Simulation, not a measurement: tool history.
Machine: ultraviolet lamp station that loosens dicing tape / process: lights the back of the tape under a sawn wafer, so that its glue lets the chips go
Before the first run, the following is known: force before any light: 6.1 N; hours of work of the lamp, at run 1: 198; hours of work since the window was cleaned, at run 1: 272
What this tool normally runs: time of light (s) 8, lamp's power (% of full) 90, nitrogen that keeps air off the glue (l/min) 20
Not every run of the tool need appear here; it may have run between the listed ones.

| run | hour | time of light (s) | lamp's power (% of full) | nitrogen that keeps air off the glue (l/min) | hours of work of the lamp | hours of work since the window was cleaned | force that peels the tape off (N) | light that reached the tape (mJ/cm²) |
|---|---|---|---|---|---|---|---|---|
| 1 | 0 | 8 | 90 | 20 | 198 | 272 | 0.374 | 278 |
| 2 | 6.3 | 8 | 60 | 20 | 201 | 276 | 0.737 | 182 |
| 3 | 15.9 | 8 | 90 | 20 | 207 | 281 | 0.367 | 274 |
| 4 | 20.2 | 8 | 90 | 20 | 209 | 284 | 0.362 | 276 |
| 5 | 27.7 | 8 | 90 | 20 | 214 | 288 | 0.369 | 274 |
| 6 | 34.8 | 8 | 90 | 24 | 218 | 293 | 0.345 | 271 |
| 7 | 42.6 | 8 | 90 | 20 | 223 | 297 | 0.381 | 273 |
| 8 | 51.6 | 8 | 90 | 20 | 228 | 302 | 0.398 | 271 |
| 9 | 56.1 | 8 | 65 | 20 | 231 | 305 | 0.664 | 197 |
| 10 | 65.8 | 8 | 90 | 14 | 236 | 311 | 0.468 | 265 |
| 11 | 73.7 | 8 | 93 | 22 | 241 | 316 | 0.358 | 281 |
| 12 | 79.9 | 8 | 90 | 20 | 245 | 319 | 0.392 | 271 |
| 13 | 87.9 | 8 | 95 | 37 | 249 | 324 | 0.284 | 282 |
| 14 | 95.5 | 5 | 98 | 11 | 254 | 328 | 1.077 | 175 |
| 15 | 103.5 | 8 | 93 | 8 | 259 | 333 | 0.679 | 273 |
| 16 | 111.1 | 7 | 90 | 11 | 263 | 338 | 0.712 | 234 |
| 17 | 117.1 | 7 | 90 | 11 | 267 | 341 | 0.706 | 232 |
| 18 | 122.1 | 5 | 71 | 27 | 270 | 344 | 1.12 | 129 |
| 19 | 132.2 | 5 | 71 | 27 | 276 | 350 | 1.163 | 130 |
| 20 | 140.4 | 5 | 63 | 7 | 280 | 355 | 2.275 | 117 |

Alternative continuations, all from the tool just after run 20; predict every row:
| A | 150.2 | 15 | 72 | 17 | 286 | 361 | ? | ? |
| B | 150.2 | 13 | 63 | 17 | 286 | 361 | ? | ? |
| C | 150.2 | 8 | 63 | 20 | 286 | 361 | ? | ? |
| D | 150.2 | 5 | 92 | 7 | 286 | 361 | ? | ? |
| E | 150.2 | 5 | 72 | 7 | 286 | 361 | ? | ? |

| run | force that peels the tape off (N) | light that reached the tape (mJ/cm²) |
|---|---|---|
| A | 0.24 | 398 |
| B | 0.345 | 295 |
| C | 0.765 | 186 |
| D | 1.478 | 162 |
| E | 2.095 | 129 |
The same runs, with their run-to-run variation unchanged, on a tool lacking any hidden condition would have given:
| run | force that peels the tape off (N) | light that reached the tape (mJ/cm²) |
|---|---|---|
| A | 0.208 | 491 |
| B | 0.258 | 365 |
| C | 0.524 | 229 |
| D | 1.098 | 202 |
| E | 1.64 | 160 |
